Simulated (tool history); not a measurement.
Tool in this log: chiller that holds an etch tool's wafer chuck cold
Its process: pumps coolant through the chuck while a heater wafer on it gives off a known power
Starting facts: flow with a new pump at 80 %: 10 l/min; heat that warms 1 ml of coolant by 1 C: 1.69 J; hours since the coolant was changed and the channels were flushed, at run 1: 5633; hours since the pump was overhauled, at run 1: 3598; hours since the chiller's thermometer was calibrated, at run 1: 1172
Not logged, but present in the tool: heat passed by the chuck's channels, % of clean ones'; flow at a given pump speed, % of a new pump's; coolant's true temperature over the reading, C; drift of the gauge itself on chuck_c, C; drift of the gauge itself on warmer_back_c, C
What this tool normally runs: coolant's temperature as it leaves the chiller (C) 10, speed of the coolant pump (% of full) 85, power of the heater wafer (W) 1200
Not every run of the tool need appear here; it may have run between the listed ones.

run	hour	coolant's temperature as it leaves the chiller (C)	speed of the coolant pump (% of full)	power of the heater wafer (W)	hours since the coolant was changed and the channels were flushed	hours since the pump was overhauled	hours since the chiller's thermometer was calibrated	chuck's temperature once it has settled (C)	how much warmer the coolant comes back (C)
1	0.0	10	85	1200	5633	3598	1172	27.4	4.24
2	97.7	10	85	1200	5731	3696	1270	27.4	4.23
3	239.6	10	85	1200	5872	3838	1412	27.6	4.27
4	334.6	10	85	1200	5967	3933	1507	27.5	4.26
5	422.5	2	85	1200	6055	4021	1594	19.5	4.26
6	604.8	2	85	1200	6238	4203	1777	19.6	4.24
7	705.4	10	85	1200	6338	4303	1877	27.6	4.27
8	822.7	10	85	1200	6456	4421	1995	27.7	4.21
9	920.8	10	91	1200	6554	4519	2093	27.0	3.90
# hour 940.2: coolant pump overhauled
10	1108.9	10	91	1200	6737	169	2276	27.7	4.14
11	1214.0	12	85	1200	6842	274	2381	30.4	4.47
12	1317.5	10	85	1200	6945	377	2484	28.4	4.44
# hour 1366.4: coolant pump overhauled, once more
13	1512.3	10	85	1200	7135	146	2674	27.5	4.02
14	1612.9	10	85	1200	7236	247	2775	27.6	4.00
# hour 1683.3: chiller's thermometer calibrated
15	1808.4	10	85	1200	7430	441	125	27.8	3.93
# hour 1907.0: coolant changed, channels flushed
16	1930.0	10	85	1200	23	557	241	24.7	4.00
17	2026.7	10	85	1200	120	653	337	24.7	4.00
18	2223.0	10	62	1475	316	850	534	32.3	7.00
19	2401.8	10	62	1475	495	1028	712	32.5	7.08
20	2549.0	7	87	1762	642	1176	860	28.4	5.80
21	2700.9	12	71	751	794	1328	1012	22.6	3.09
22	2838.0	1	68	766	931	1465	1149	12.1	3.30
23	2973.0	18	88	649	1066	1600	1284	25.8	2.09
24	3061.9	10	92	806	1155	1689	1373	19.6	2.44
25	3187.5	10	74	693	1281	1814	1498	19.6	2.81
26	3305.5	11	85	654	1398	1932	1616	19.2	2.23
27	3481.5	11	85	654	1575	2108	1792	19.2	2.21
28	3656.3	10	66	1481	1749	2283	1967	32.4	6.73
29	3760.9	10	66	1481	1854	2388	2072	32.6	6.68
30	3942.8	10	66	1481	2036	2569	2253	32.6	6.75
31	4099.8	10	98	1200	2193	2726	2410	24.1	3.52

What if the next run were any one of these 4? Each begins from the tool's condition after run 31:
A	4193.9	16	73	837	2287	2821	2505	?	?
B	4193.9	20	62	1200	2287	2821	2505	?	?
C	4193.9	3	92	1514	2287	2821	2505	?	?
D	4193.9	1	62	865	2287	2821	2505	?	?

run	chuck's temperature once it has settled (C)	how much warmer the coolant comes back (C)
A	27.8	3.37
B	39.3	5.89
C	21.6	4.69
D	14.7	4.23
Had the tool no hidden state, the same runs would have come out as:
run	chuck's temperature once it has settled (C)	how much warmer the coolant comes back (C)
A	27.0	3.24
B	38.0	5.67
C	20.4	4.51
D	13.9	4.07
